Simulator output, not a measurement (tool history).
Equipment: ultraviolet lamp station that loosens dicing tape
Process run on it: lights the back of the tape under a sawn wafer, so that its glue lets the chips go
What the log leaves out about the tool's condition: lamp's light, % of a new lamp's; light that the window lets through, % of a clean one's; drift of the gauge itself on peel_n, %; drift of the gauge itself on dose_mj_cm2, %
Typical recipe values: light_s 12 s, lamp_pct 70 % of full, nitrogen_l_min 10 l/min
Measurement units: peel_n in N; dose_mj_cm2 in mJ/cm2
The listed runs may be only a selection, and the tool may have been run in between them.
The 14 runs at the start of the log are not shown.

run	hour	light_s	lamp_pct	nitrogen_l_min	hours of work of the lamp	hours of work since the window was cleaned	peel_n	dose_mj_cm2
15	815.1	7	70	10	1025	101	1.819	118
16	885.2	7	70	10	1056	132	1.902	119
17	938.8	12	62	10	1079	155	1.095	179
18	997.7	12	62	10	1105	181	1.124	170
19	1042.1	7	62	20	1124	201	1.638	95
20	1119.9	7	62	20	1158	235	1.718	98
21	1188.5	17	92	11	1188	265	0.289	351
22	1254.5	12	66	10	1217	294	1.140	174
23	1299.3	10	93	3	1237	313	1.744	199
24	1348.9	15	60	10	1259	335	0.968	192
# hour 1415.2: window cleaned of glue's vapour
25	1419.0	15	60	3	1289	2	1.758	206
# hour 1451.6: lamp changed
26	1465.5	11	78	10	6	22	0.440	289
27	1531.0	14	62	17	35	50	0.311	286
28	1585.5	14	62	17	59	74	0.322	290
29	1635.2	10	70	14	80	96	0.559	227
30	1676.1	12	78	10	98	114	0.395	303
31	1750.5	17	60	12	131	146	0.325	325
32	1790.3	17	60	12	148	164	0.309	322
33	1846.2	17	87	12	173	188	0.183	459
34	1914.3	17	87	12	203	218	0.194	454
35	1964.2	7	87	12	224	240	0.893	188

3 options for the next run, each taken on its own from the tool as it stands now. Forecast them:
A	2007.4	12	73	10	243	259	?	?
B	2007.4	7	89	9	243	259	?	?
C	2007.4	12	68	10	243	259	?	?

run	peel_n	dose_mj_cm2
A	0.528	262
B	1.063	186
C	0.606	247
Without the tool's hidden state the same runs would have given:
run	peel_n	dose_mj_cm2
A	0.414	299
B	0.856	213
C	0.473	282
